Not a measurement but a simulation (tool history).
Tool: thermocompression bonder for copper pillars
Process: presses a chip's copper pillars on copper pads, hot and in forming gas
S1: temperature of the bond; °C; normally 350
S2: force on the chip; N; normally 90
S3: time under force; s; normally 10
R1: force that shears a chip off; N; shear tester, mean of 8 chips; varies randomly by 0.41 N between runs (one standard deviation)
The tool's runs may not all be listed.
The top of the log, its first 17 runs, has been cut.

run,hour,S1,S2,S3,R1
18,1188.1,373,90,9,53.8
19,1251.2,373,90,9,52
# hour 1267.3: forming gas filter changed
20,1317.4,350,90,10,42.6
21,1361,331,90,19,42
22,1415.9,331,90,19,42
23,1503.9,331,90,19,41.4
# hour 1560.2: forming gas filter changed
24,1581,331,90,19,42
25,1626.3,350,100,5,33.8
26,1708.3,350,100,5,34
27,1766.7,338,59,20,29
28,1823.8,361,90,9,42.9
# hour 1856.4: forming gas filter changed
29,1864,350,57,21,34.6
30,1910.1,334,90,6,25.4
31,1989.5,378,90,17,64.4
# hour 1998.5: heater calibrated with a thermocouple chip
32,2047.5,350,83,30,60.7
33,2096.8,350,83,30,60.6
# hour 2120: force cell calibrated
34,2142.7,350,83,30,62.8
# hour 2149.9: forming gas filter changed
35,2229.5,350,114,30,78.1
36,2303.6,365,74,11,47.1
37,2384,329,75,11,29.5
# hour 2439.1: forming gas filter changed
38,2466.5,375,69,10,47.3
39,2534.7,375,69,10,46.5
40,2606.4,350,102,7,43.7

Alternative continuations, all from the tool just after run 40; predict every row:
A,2671.7,350,86,7,?
B,2671.7,350,106,7,?
C,2671.7,369,102,22,?

run,R1
A,36.7
B,44.5
C,74.3
Without the tool's unlogged condition, the same runs would have read:
run,R1
A,40.2
B,48.6
C,79
